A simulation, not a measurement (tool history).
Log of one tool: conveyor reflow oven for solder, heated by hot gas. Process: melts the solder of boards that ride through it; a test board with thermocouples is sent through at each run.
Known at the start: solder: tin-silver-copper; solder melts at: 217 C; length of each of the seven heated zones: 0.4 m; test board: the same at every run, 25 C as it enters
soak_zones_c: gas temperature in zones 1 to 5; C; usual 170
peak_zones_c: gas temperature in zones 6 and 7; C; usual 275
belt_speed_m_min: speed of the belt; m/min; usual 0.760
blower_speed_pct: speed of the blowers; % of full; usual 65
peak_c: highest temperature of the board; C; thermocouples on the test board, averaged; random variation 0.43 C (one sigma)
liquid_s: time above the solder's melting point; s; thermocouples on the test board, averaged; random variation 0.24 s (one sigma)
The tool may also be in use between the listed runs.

run	hour	soak_zones_c	peak_zones_c	belt_speed_m_min	blower_speed_pct	peak_c	liquid_s
1	0.0	170	275	0.760	65	254.7	47.1
2	50.3	170	275	0.760	65	255.0	47.4
3	90.6	170	275	0.760	65	254.6	47.0
4	143.5	170	289	0.760	65	266.8	52.7
5	190.4	170	275	0.760	65	254.8	47.0
6	224.3	170	275	0.760	65	254.4	47.3

Forecast run 7:
7	260.4	155	275	0.684	65	?	?

{"run 7": {"peak_c": 256.2, "liquid_s": 49.7}}
Without the tool's hidden state the same run would have given peak_c 257.4 C, liquid_s 50.5 s.
